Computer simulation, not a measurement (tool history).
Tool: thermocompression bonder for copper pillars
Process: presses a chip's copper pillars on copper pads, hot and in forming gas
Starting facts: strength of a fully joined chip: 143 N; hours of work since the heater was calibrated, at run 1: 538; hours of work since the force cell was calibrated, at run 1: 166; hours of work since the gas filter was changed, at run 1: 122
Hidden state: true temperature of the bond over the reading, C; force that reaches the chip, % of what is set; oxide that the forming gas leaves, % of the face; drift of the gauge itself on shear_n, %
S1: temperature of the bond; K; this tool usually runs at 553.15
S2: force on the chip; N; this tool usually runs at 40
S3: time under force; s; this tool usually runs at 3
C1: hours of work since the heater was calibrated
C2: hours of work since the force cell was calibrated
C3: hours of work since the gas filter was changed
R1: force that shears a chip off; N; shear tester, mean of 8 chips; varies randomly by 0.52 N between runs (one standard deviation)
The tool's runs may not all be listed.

{"run": 1, "hour": 0.0, "S1": 553.15, "S2": 40, "S3": 3, "C1": 538, "C2": 166, "C3": 122, "R1": 66.3}
{"run": 2, "hour": 13.6, "S1": 553.15, "S2": 40, "S3": 3, "C1": 548, "C2": 175, "C3": 131, "R1": 66.9}
{"run": 3, "hour": 34.8, "S1": 553.15, "S2": 40, "S3": 3, "C1": 562, "C2": 190, "C3": 146, "R1": 67.3}
{"run": 4, "hour": 45.1, "S1": 553.15, "S2": 40, "S3": 3, "C1": 570, "C2": 197, "C3": 154, "R1": 68}
{"run": 5, "hour": 56.3, "S1": 553.15, "S2": 40, "S3": 3, "C1": 578, "C2": 205, "C3": 162, "R1": 67.3}
{"run": 6, "hour": 75.8, "S1": 553.15, "S2": 40, "S3": 3, "C1": 591, "C2": 219, "C3": 175, "R1": 67.6}
{"run": 7, "hour": 87.6, "S1": 553.15, "S2": 40, "S3": 3, "C1": 600, "C2": 227, "C3": 184, "R1": 67.3}
{"run": 8, "hour": 108.6, "S1": 553.15, "S2": 40, "S3": 3, "C1": 614, "C2": 242, "C3": 198, "R1": 68.2}

Run 9 comes next. What will it give?
{"hour": 123.1, "done": "forming gas filter changed"}
{"run": 9, "hour": 130.3, "S1": 569.15, "S2": 56, "S3": 3, "C1": 629, "C2": 257, "C3": 5, "R1": "?"}

Run 9 measured R1 96.9 N.
With no hidden state in the tool, this same run would have given R1 96.9 N.
